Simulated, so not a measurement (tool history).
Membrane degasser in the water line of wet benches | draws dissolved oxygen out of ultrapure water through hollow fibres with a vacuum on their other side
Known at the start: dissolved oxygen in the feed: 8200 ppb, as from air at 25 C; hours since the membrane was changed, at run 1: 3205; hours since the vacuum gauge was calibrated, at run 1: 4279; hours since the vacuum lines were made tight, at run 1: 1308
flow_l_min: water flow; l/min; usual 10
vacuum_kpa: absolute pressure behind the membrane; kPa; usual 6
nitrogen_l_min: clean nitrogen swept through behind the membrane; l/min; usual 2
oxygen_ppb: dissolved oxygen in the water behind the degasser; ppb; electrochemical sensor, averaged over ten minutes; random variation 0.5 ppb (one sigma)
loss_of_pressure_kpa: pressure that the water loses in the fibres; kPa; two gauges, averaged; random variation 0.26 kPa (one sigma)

| run | day | flow_l_min | vacuum_kpa | nitrogen_l_min | hours since the membrane was changed | hours since the vacuum gauge was calibrated | hours since the vacuum lines were made tight | oxygen_ppb | loss_of_pressure_kpa |
|---|---|---|---|---|---|---|---|---|---|
| 1 | 0 | 10 | 6 | 2 | 3205 | 4279 | 1308 | 48.7 | 70.77 |
| 2 | 3.512 | 10 | 7.09 | 2 | 3289 | 4363 | 1392 | 63.4 | 70.99 |
| 3 | 7.083 | 10 | 7.09 | 2 | 3375 | 4449 | 1478 | 62.6 | 70.77 |
| 4 | 9.025 | 10 | 7.09 | 2 | 3422 | 4496 | 1525 | 62.9 | 71.38 |
| 5 | 12.054 | 10 | 7.09 | 2 | 3494 | 4568 | 1597 | 62 | 71.08 |
| 6 | 13.996 | 10 | 6 | 2.77 | 3541 | 4615 | 1644 | 38.4 | 71.29 |
| 7 | 16.438 | 10 | 6 | 2.77 | 3600 | 4673 | 1703 | 37.9 | 71.76 |
| 8 | 18.696 | 10 | 6 | 4.58 | 3654 | 4728 | 1757 | 26.1 | 71.24 |
| 9 | 21.292 | 10 | 6 | 2 | 3716 | 4790 | 1819 | 49.2 | 71.29 |
| 10 | 24.438 | 9 | 6 | 2 | 3792 | 4865 | 1895 | 44.3 | 64.53 |
| 11 | 25.967 | 9 | 4.69 | 0.83 | 3828 | 4902 | 1931 | 59.6 | 64.13 |
| 12 | 27.558 | 9 | 4.69 | 0.83 | 3866 | 4940 | 1969 | 60.7 | 64.54 |
| 13 | 29.079 | 8 | 4.69 | 2.75 | 3903 | 4977 | 2006 | 19 | 56.76 |

Run 14 comes next. What will it give?
| 14 | 32.067 | 8 | 4.69 | 2.75 | 3975 | 5049 | 2078 | ? | ? |

Run 14 gave oxygen_ppb 18.1 ppb, loss_of_pressure_kpa 57.11 kPa.
Without the tool's hidden state the same run would have given oxygen_ppb 12.3 ppb, loss_of_pressure_kpa 55.73 kPa.
